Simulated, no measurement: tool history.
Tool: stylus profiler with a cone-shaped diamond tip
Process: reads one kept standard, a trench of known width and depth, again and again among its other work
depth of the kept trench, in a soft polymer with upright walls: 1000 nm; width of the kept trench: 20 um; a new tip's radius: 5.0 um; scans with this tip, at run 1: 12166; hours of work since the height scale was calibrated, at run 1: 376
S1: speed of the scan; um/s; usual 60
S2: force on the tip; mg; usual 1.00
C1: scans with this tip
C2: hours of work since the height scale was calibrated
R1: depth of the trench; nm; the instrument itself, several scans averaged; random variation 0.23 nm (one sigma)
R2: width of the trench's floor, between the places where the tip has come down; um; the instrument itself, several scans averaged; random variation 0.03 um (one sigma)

run	day	S1	S2	C1	C2	R1	R2
1	0.000	60	1.00	12166	376	1010.21	13.01
2	1.429	60	1.00	12408	402	1010.38	13.00
3	4.458	60	1.00	12920	457	1011.16	12.97
4	6.642	60	1.00	13290	497	1010.97	12.97
5	9.546	60	1.00	13781	549	1010.81	12.89
6	12.212	60	1.00	14233	598	1011.23	12.94
7	14.038	60	1.00	14541	631	1011.03	12.87
8	16.883	60	1.00	15023	683	1011.50	12.83
9	18.958	60	1.00	15373	720	1011.59	12.80
10	21.083	60	1.00	15733	759	1011.78	12.85
11	22.475	60	1.00	15968	784	1011.59	12.82
12	24.408	60	1.00	16296	819	1011.55	12.79
13	26.367	180	1.00	16627	855	1012.04	12.19
# day 28.304: height scale calibrated on a step standard
14	28.738	180	1.00	17024	8	1014.42	12.20
15	30.038	180	1.00	17244	31	1014.41	12.16
16	32.221	180	1.00	17614	71	1014.54	12.16
17	33.779	180	1.00	17878	99	1014.44	12.10
18	35.204	180	1.00	18119	125	1014.62	12.11
19	38.008	180	1.00	18593	176	1015.01	12.09
20	39.538	180	1.00	18852	204	1014.59	12.11
21	41.321	180	1.00	19153	236	1014.98	12.09
22	44.292	152	0.81	19656	290	1014.00	12.12
# day 45.021: height scale calibrated on a step standard, once more
23	45.888	152	0.81	19922	16	1007.76	12.09
24	48.821	22	0.57	20419	69	1006.67	12.74
25	50.750	22	0.57	20745	104	1006.12	12.75
26	53.638	87	0.33	21234	156	1005.07	12.08
27	56.442	233	0.51	21708	207	1006.73	11.19
28	59.412	233	2.12	22211	261	1015.82	12.03
29	61.704	233	2.12	22598	303	1016.07	11.96
30	63.067	233	2.12	22829	328	1016.03	11.96
31	65.729	233	2.12	23280	376	1016.12	11.95
32	67.996	26	1.53	23663	417	1013.34	12.59
33	70.067	26	1.53	24013	455	1013.82	12.63
34	72.512	60	2.83	24427	499	1019.64	12.50
35	73.804	104	1.04	24645	523	1011.10	12.18
36	75.092	60	2.77	24863	546	1019.15	12.52
37	77.529	60	2.77	25276	590	1019.66	12.45
38	80.283	60	0.41	25742	641	1006.98	12.16
39	82.242	171	0.89	26073	676	1010.76	11.70
40	84.688	37	1.07	26486	720	1012.10	12.38
41	86.292	144	1.22	26758	750	1013.28	11.94

How the hidden state differs across the entries between the runs, from the last listed run before each to the first after it:
Between runs 13 and 14: height scale calibrated on a step standard (day 28.304)
  radius of the tip, um: 6.51 -> 6.54; height scale over the true one, %: 0.307 -> 0.543
  measured less the result without the state, R1: +3.10 -> +5.48 nm; R2: -0.93 -> -0.95 um
Between runs 22 and 23: height scale calibrated on a step standard, once more (day 45.021)
  radius of the tip, um: 6.78 -> 6.8; height scale over the true one, %: 0.641 -> 0.023
  measured less the result without the state, R1: +6.45 -> +0.23 nm; R2: -1.09 -> -1.10 um
